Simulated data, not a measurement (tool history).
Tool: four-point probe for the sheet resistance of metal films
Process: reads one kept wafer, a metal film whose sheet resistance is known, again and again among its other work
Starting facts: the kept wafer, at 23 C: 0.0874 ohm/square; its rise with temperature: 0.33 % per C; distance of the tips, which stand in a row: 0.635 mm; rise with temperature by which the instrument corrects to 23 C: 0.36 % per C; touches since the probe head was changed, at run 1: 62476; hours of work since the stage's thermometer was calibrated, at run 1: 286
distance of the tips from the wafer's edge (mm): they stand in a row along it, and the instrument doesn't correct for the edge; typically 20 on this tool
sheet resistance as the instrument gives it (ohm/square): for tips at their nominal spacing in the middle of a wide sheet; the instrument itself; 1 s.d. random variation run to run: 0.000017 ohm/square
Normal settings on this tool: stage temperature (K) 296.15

| run | hour | stage temperature (K) | distance of the tips from the wafer's edge (mm) | touches since the probe head was changed | hours of work since the stage's thermometer was calibrated | sheet resistance as the instrument gives it (ohm/square) |
|---|---|---|---|---|---|---|
| 1 | 0.0 | 296.15 | 20 | 62476 | 286 | 0.088096 |
| 2 | 15.4 | 296.15 | 20 | 62922 | 293 | 0.088087 |
| 3 | 34.5 | 296.15 | 11 | 63476 | 302 | 0.088197 |
| 4 | 53.4 | 296.15 | 11 | 64024 | 310 | 0.088228 |
| 5 | 78.8 | 296.15 | 11 | 64760 | 321 | 0.088214 |
| 6 | 105.6 | 296.15 | 11 | 65538 | 333 | 0.088236 |
| 7 | 137.6 | 296.15 | 20 | 66466 | 347 | 0.088125 |
| 8 | 168.6 | 296.15 | 20 | 67364 | 361 | 0.088157 |
| 9 | 197.4 | 296.15 | 11 | 68198 | 374 | 0.088259 |
| 10 | 230.3 | 296.15 | 20 | 69153 | 388 | 0.088170 |
| 11 | 251.0 | 294.15 | 20 | 69751 | 397 | 0.088241 |
| 12 | 277.3 | 294.15 | 20 | 70514 | 409 | 0.088232 |
| 13 | 293.3 | 294.15 | 20 | 70978 | 416 | 0.088243 |
| 14 | 308.5 | 294.15 | 20 | 71419 | 423 | 0.088248 |
| 15 | 343.1 | 294.15 | 20 | 72424 | 438 | 0.088234 |
| 16 | 365.3 | 301.15 | 20 | 73066 | 448 | 0.088089 |

Run 17, settings as shown, results not yet in. Your forecast:
| 17 | 380.4 | 301.15 | 20 | 73504 | 455 | ? |

sheet resistance as the instrument gives it (ohm/square): 0.088066
Without the tool's hidden state the same run would have given sheet resistance as the instrument gives it (ohm/square) 0.087320.

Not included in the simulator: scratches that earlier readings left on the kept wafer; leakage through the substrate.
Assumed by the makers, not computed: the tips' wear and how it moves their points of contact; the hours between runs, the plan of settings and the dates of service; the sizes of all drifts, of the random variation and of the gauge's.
